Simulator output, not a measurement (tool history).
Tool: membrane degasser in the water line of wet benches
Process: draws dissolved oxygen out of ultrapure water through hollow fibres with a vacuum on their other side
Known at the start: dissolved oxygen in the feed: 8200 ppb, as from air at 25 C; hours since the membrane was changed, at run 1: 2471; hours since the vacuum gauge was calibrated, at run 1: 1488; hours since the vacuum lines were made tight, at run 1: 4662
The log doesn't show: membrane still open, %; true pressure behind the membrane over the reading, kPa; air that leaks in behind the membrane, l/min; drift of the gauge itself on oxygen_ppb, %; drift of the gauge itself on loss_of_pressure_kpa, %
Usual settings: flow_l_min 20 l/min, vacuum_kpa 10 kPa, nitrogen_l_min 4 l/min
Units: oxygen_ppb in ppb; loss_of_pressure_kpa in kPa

run	hour	flow_l_min	vacuum_kpa	nitrogen_l_min	hours since the membrane was changed	hours since the vacuum gauge was calibrated	hours since the vacuum lines were made tight	oxygen_ppb	loss_of_pressure_kpa
1	0	20	10	4	2471	1488	4662	86.9	52.26
2	57.4	20	10	2.22	2529	1546	4720	148.3	52.74
3	99.9	20	10	2.22	2571	1588	4762	148.4	52.02
4	158.9	20	10	4	2630	1647	4821	86.4	51.75
5	216.8	22	10	4	2688	1705	4879	97.6	57.5
6	268.6	22	10	4	2740	1757	4931	97.9	57.8
7	358.2	22	10	4	2830	1846	5021	97.5	57.49
8	438.6	22	10	9.96	2910	1927	5101	44.6	57.23
9	488.7	22	10	9.96	2960	1977	5151	44.4	57.87
10	568.4	22	10	9.96	3040	2057	5231	44.2	57.13
11	663	20	19.9	4	3134	2151	5325	203.9	51.85
12	718.8	20	19.9	10.57	3190	2207	5381	82.6	52.1
13	805.5	16	10	6.99	3277	2294	5468	39.8	41.77
# hour 810.7: vacuum gauge calibrated
14	853.9	26	18.3	6.99	3325	43	5516	154	68.4
15	934.5	26	18.3	6.99	3405	124	5596	153.4	67.92
16	994.9	21	6.2	8.77	3466	184	5657	23.8	55.05
17	1047.2	27	6.2	7.87	3518	237	5709	46.7	70.45
18	1131.2	28	10	2.86	3602	321	5793	181.5	72.98
19	1198.5	23	10	3.95	3669	388	5860	105.5	60.16
# hour 1220: vacuum gauge calibrated, once more
20	1241.3	20	21.3	4.7	3712	21	5903	189.9	52.33
21	1331.3	20	11.7	3.58	3802	111	5993	118	52.3
22	1384.5	20	23.1	3.58	3855	164	6046	265.8	52.02
23	1433.6	13	10	10.63	3904	214	6095	21.1	34.23

3 ways to go on from here, each from the tool as it stands after run 23. What would each give?
A	1492.6	29	17.3	2.16	3963	273	6154	?	?
B	1492.6	30	8.4	2	3963	273	6154	?	?
C	1492.6	16	14	1.66	3963	273	6154	?	?

run	oxygen_ppb	loss_of_pressure_kpa
A	445	75.64
B	209.5	78.34
C	243.6	42.07
Without the tool's hidden state the same runs would have given:
run	oxygen_ppb	loss_of_pressure_kpa
A	442.2	74.79
B	207	77.46
C	242.1	41.59
